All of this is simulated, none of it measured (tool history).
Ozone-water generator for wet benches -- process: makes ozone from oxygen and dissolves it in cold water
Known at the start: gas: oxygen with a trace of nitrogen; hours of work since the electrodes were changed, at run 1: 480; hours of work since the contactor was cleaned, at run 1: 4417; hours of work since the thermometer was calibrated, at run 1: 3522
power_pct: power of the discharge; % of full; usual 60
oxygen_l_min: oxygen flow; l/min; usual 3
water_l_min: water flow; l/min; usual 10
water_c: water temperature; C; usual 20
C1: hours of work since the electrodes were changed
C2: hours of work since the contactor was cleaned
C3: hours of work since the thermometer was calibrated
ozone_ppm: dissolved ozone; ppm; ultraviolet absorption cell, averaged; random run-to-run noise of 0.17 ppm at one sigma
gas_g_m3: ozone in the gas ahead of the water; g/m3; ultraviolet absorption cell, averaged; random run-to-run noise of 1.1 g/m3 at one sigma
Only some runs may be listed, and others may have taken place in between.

Run 1, hour 0: usual settings; C1 480; C2 4417; C3 3522. Result: ozone_ppm 20.6 ppm, gas_g_m3 203.2 g/m3.
Run 2, hour 61.4: usual settings but water_l_min 14 l/min; C1 529; C2 4465; C3 3571. Result: ozone_ppm 15.5 ppm, gas_g_m3 200.5 g/m3.
Run 3, hour 129.8: usual settings but water_l_min 14 l/min; C1 583; C2 4520; C3 3625. Result: ozone_ppm 15.4 ppm, gas_g_m3 201.4 g/m3.
Run 4, hour 198: usual settings but water_l_min 14 l/min; C1 638; C2 4574; C3 3679. Result: ozone_ppm 15.7 ppm, gas_g_m3 199 g/m3.
Run 5, hour 239: usual settings; C1 670; C2 4607; C3 3712. Result: ozone_ppm 20.7 ppm, gas_g_m3 200.6 g/m3.
Run 6, hour 286.6: usual settings; C1 708; C2 4645; C3 3750. Result: ozone_ppm 20.9 ppm, gas_g_m3 201 g/m3.
Run 7, hour 357.7: usual settings; C1 765; C2 4701; C3 3806. Result: ozone_ppm 20.7 ppm, gas_g_m3 201.1 g/m3.
Run 8, hour 419.5: usual settings but water_c 15 C; C1 814; C2 4750; C3 3856. Result: ozone_ppm 22.2 ppm, gas_g_m3 198.3 g/m3.
Run 9, hour 500.9: usual settings but water_c 15 C; C1 879; C2 4815; C3 3920. Result: ozone_ppm 21.9 ppm, gas_g_m3 201.6 g/m3.
Run 10, hour 577.2: usual settings but oxygen_l_min 1.75 l/min; C1 939; C2 4876; C3 3981. Result: ozone_ppm 20.2 ppm, gas_g_m3 260 g/m3.
Run 11, hour 616.3: usual settings but power_pct 44 % of full; C1 970; C2 4907; C3 4012. Result: ozone_ppm 17.4 ppm, gas_g_m3 168.5 g/m3.
Run 12, hour 681.6: usual settings but power_pct 44 % of full; C1 1022; C2 4959; C3 4064. Result: ozone_ppm 17.5 ppm, gas_g_m3 169.3 g/m3.
At hour 733.9: contactor cleaned.
Run 13, hour 746.6: usual settings but power_pct 44 % of full; C1 1071; C2 10; C3 4113. Result: ozone_ppm 18 ppm, gas_g_m3 168.2 g/m3.
Run 14, hour 824.4: usual settings but power_pct 44 % of full; C1 1133; C2 72; C3 4174. Result: ozone_ppm 18.1 ppm, gas_g_m3 168.5 g/m3.
Run 15, hour 872.4: usual settings but power_pct 44 % of full; C1 1171; C2 110; C3 4213. Result: ozone_ppm 18 ppm, gas_g_m3 168.1 g/m3.
Run 16, hour 952.3: usual settings but power_pct 44 % of full; C1 1234; C2 174; C3 4276. Result: ozone_ppm 17.7 ppm, gas_g_m3 166.9 g/m3.
Run 17, hour 1002.5: usual settings but power_pct 59 % of full, oxygen_l_min 5.4 l/min; C1 1274; C2 214; C3 4316. Result: ozone_ppm 20.3 ppm, gas_g_m3 145.7 g/m3.
Run 18, hour 1049: usual settings but power_pct 59 % of full, oxygen_l_min 5.4 l/min; C1 1311; C2 251; C3 4353. Result: ozone_ppm 20 ppm, gas_g_m3 146.3 g/m3.
Run 19, hour 1083.3: usual settings but power_pct 59 % of full, oxygen_l_min 5.4 l/min; C1 1339; C2 278; C3 4380. Result: ozone_ppm 20.3 ppm, gas_g_m3 146.3 g/m3.
Run 20, hour 1136: usual settings but oxygen_l_min 2.07 l/min, water_l_min 8 l/min, water_c 16 C; C1 1381; C2 320; C3 4422. Result: ozone_ppm 26.6 ppm, gas_g_m3 238.5 g/m3.
Run 21, hour 1186.6: usual settings but oxygen_l_min 5.12 l/min, water_l_min 14 l/min, water_c 24 C; C1 1421; C2 360; C3 4463. Result: ozone_ppm 14.9 ppm, gas_g_m3 151.1 g/m3.
Run 22, hour 1268: usual settings but power_pct 41 % of full, oxygen_l_min 5.28 l/min, water_l_min 6 l/min; C1 1486; C2 425; C3 4527. Result: ozone_ppm 22.3 ppm, gas_g_m3 122.2 g/m3.
Run 23, hour 1348.6: usual settings but power_pct 77 % of full, oxygen_l_min 3.56 l/min, water_l_min 11 l/min, water_c 14 C; C1 1550; C2 489; C3 4592. Result: ozone_ppm 24.1 ppm, gas_g_m3 206.4 g/m3.
Run 24, hour 1401.6: usual settings but power_pct 50 % of full, oxygen_l_min 2.22 l/min; C1 1592; C2 531; C3 4634. Result: ozone_ppm 18.9 ppm, gas_g_m3 206.1 g/m3.
Run 25, hour 1436.3: usual settings but oxygen_l_min 2.17 l/min, water_l_min 7 l/min, water_c 16 C; C1 1619; C2 559; C3 4661. Result: ozone_ppm 29.7 ppm, gas_g_m3 229.8 g/m3.
Run 26, hour 1477.2: usual settings but oxygen_l_min 5.02 l/min; C1 1652; C2 591; C3 4694. Result: ozone_ppm 20.3 ppm, gas_g_m3 151.8 g/m3.
Run 27, hour 1535.4: usual settings but water_l_min 8 l/min; C1 1698; C2 638; C3 4740. Result: ozone_ppm 25 ppm, gas_g_m3 200.3 g/m3.
Run 28, hour 1584.6: usual settings but power_pct 96 % of full, oxygen_l_min 3.3 l/min, water_l_min 9 l/min, water_c 26 C; C1 1737; C2 677; C3 4779. Result: ozone_ppm 25.7 ppm, gas_g_m3 240 g/m3.
Run 29, hour 1620: usual settings but power_pct 96 % of full, oxygen_l_min 3.3 l/min, water_l_min 9 l/min, water_c 26 C; C1 1766; C2 705; C3 4807. Result: ozone_ppm 26.1 ppm, gas_g_m3 238.2 g/m3.
Run 30, hour 1668.5: usual settings but power_pct 96 % of full, oxygen_l_min 2.58 l/min, water_l_min 9 l/min, water_c 26 C; C1 1804; C2 744; C3 4846. Result: ozone_ppm 26.4 ppm, gas_g_m3 270.7 g/m3.
Run 31, hour 1723.9: usual settings but power_pct 96 % of full, oxygen_l_min 2.62 l/min, water_c 12 C; C1 1848; C2 788; C3 4890. Result: ozone_ppm 30.1 ppm, gas_g_m3 267 g/m3.
Run 32, hour 1803.1: usual settings but oxygen_l_min 3.05 l/min, water_l_min 8 l/min; C1 1911; C2 851; C3 4953. Result: ozone_ppm 24.3 ppm, gas_g_m3 193.6 g/m3.

How the hidden state differs across the entries between the runs, from the last listed run before each to the first after it:
Logged between run 12 and run 13: contactor cleaned (hour 733.9)
  yield of the discharge, % of new electrodes': 97.5 -> 97.4; contactor's efficiency, % of a clean one's: 91.2 -> 98.3; true water temperature over the reading, C: 0.04 -> 0.05
  measured value less the no-hidden-state value, ozone_ppm: -1.2 -> -0.5 ppm; gas_g_m3: -3.2 -> -3.3 g/m3
